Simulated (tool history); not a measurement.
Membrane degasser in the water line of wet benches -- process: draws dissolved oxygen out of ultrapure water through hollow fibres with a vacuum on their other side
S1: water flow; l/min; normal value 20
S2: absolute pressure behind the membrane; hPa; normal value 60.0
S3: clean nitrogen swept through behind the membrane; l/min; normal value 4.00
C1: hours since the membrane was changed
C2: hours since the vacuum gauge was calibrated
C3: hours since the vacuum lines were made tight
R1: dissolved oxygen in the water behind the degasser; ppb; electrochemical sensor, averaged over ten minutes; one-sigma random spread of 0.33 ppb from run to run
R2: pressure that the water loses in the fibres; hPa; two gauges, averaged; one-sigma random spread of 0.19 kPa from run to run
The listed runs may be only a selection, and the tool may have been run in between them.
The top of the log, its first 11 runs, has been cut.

run    hour  S1     S2    S3    C1    C2    C3     R1     R2
 12  1935.9  20   60.0  4.00  6552  3699  2827   41.4  419.5
 13  2091.2  20   60.0  4.73  6707  3854  2983   36.6  418.9
 14  2236.4  20   60.0  4.73  6853  3999  3128   36.4  419.3
 15  2337.7  20   60.0  4.73  6954  4101  3229   36.8  418.5
 16  2518.7  20   60.0  4.00  7135  4282  3410   42.0  418.1
 17  2625.2  20   60.0  4.00  7241  4388  3516   42.4  418.0
 18  2786.2  20   60.0  4.00  7402  4549  3677   42.2  416.1
 19  2939.2  14   84.4  1.76  7555  4702  3830  107.2  297.7
 20  3100.3  20   63.5  3.65  7717  4863  3992   51.1  420.1
 21  3205.2  22   68.4  5.05  7821  4968  4097   50.3  467.8
 22  3331.7  30   55.2  4.00  7948  5095  4223   76.9  633.5
 23  3523.0  30   55.2  4.00  8139  5286  4414   77.7  641.8
 24  3719.3  32  134.4  4.00  8336  5482  4611  236.7  683.8
 25  3923.9  16   51.7  4.00  8540  5687  4815   25.0  341.4
 26  4128.3  17   60.0  4.00  8745  5891  5020   35.6  364.3
 27  4279.6  26   47.1  1.80  8896  6043  5171   79.7  557.7
 28  4396.8  17   66.1  6.52  9013  6160  5288   27.6  363.6
     4487.7  -- vacuum gauge calibrated
 29  4546.4  17   66.1  6.52  9162    59  5437   25.1  369.1
 30  4674.3  20  149.5  4.39  9290   187  5565  138.9  431.0
 31  4804.1  13  109.8  4.39  9420   316  5695   59.9  281.5
 32  4971.5  23   96.2  5.24  9587   484  5862   82.5  500.9

What if the next run were any one of these 4? Each begins from the tool's condition after run 32:
     5166.8  -- membrane cartridge changed
  A  5175.9  28   88.8  1.93   9  684  6063   ?   ?
     5166.8  -- membrane cartridge changed
  B  5175.9  23   57.4  5.24   9  684  6063   ?   ?
     5166.8  -- membrane cartridge changed
  C  5175.9  16   79.3  2.60   9  684  6063   ?   ?
     5166.8  -- membrane cartridge changed
  D  5175.9  18  120.7  2.01   9  684  6063   ?   ?

run     R1     R2
  A  200.6  541.4
  B   32.3  443.5
  C   73.6  305.6
  D  194.2  342.3
With the hidden condition removed and each run's random variation left untouched, the same runs would have given:
run     R1     R2
  A  197.3  541.3
  B   31.4  443.4
  C   70.6  305.6
  D  187.8  342.3
